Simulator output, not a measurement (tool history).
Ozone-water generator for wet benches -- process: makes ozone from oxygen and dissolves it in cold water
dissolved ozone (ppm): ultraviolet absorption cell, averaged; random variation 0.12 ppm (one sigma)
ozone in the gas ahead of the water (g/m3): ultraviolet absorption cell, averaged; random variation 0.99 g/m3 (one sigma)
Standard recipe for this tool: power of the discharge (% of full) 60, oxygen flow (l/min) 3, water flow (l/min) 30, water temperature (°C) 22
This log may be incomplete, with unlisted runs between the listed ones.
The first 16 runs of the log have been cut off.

run    hour  power of the discharge (% of full)  oxygen flow (l/min)  water flow (l/min)  water temperature (°C)  dissolved ozone (ppm)  ozone in the gas ahead of the water (g/m3)
 17  1070.9                                  60                    3                  30                      22                   10.9                                       168.7
 18  1161.3                                  46                 1.61                  30                      18                    7.8                                         194
 19  1222.9                                  46                 1.61                  30                      18                      8                                       196.2
 20  1290.8                                  46                 1.61                  30                      18                    7.9                                       195.4
 21  1368.4                                  46                 1.61                  30                      18                    7.9                                       196.4
 22  1456.9                                  46                 1.61                  30                      18                    7.9                                       194.5
 23  1520.7                                  46                 1.61                  30                      18                    7.8                                       195.5
 24  1611.2                                  46                 1.61                  30                      18                    7.8                                       194.6
 25  1700.5                                  93                 1.61                  30                      14                   14.8                                       359.3
 26    1782                                  93                 1.61                  30                      14                   14.9                                       361.2
 27  1877.8                                  55                    3                  20                      22                   14.5                                       153.4
 28  1952.8                                  55                    3                  42                      22                    7.2                                       153.3
     1984.8  -- gauge calibrated
 29  2007.2                                  98                 3.48                  36                      22                   14.3                                         240
 30  2082.6                                  98                 3.48                  36                      22                   14.3                                       240.4
 31    2168                                  53                    3                  21                      22                   13.2                                       153.8
 32  2252.4                                  53                    3                  21                      22                   13.2                                       153.5
     2321.8  -- water thermometer calibrated
 33  2342.6                                  89                 5.37                  22                      20                   20.8                                       169.2

4 ways to go on from here, each from the tool as it stands after run 33. What would each give?
  A  2421.9                                  89                 5.37                  21                      20                      ?                                           ?
  B  2421.9                                  88                 5.37                  22                      15                      ?                                           ?
  C  2421.9                                  89                 5.37                  47                      20                      ?                                           ?
  D  2421.9                                  70                    3                  25                      22                      ?                                           ?

run  dissolved ozone (ppm)  ozone in the gas ahead of the water (g/m3)
  A                   21.4                                       168.6
  B                   22.1                                       167.5
  C                   11.1                                       168.6
  D                   14.4                                       196.5
With no hidden state in the tool, these same runs would have given:
run  dissolved ozone (ppm)  ozone in the gas ahead of the water (g/m3)
  A                   21.5                                         170
  B                   22.2                                       168.9
  C                   11.1                                         170
  D                   14.5                                       198.1

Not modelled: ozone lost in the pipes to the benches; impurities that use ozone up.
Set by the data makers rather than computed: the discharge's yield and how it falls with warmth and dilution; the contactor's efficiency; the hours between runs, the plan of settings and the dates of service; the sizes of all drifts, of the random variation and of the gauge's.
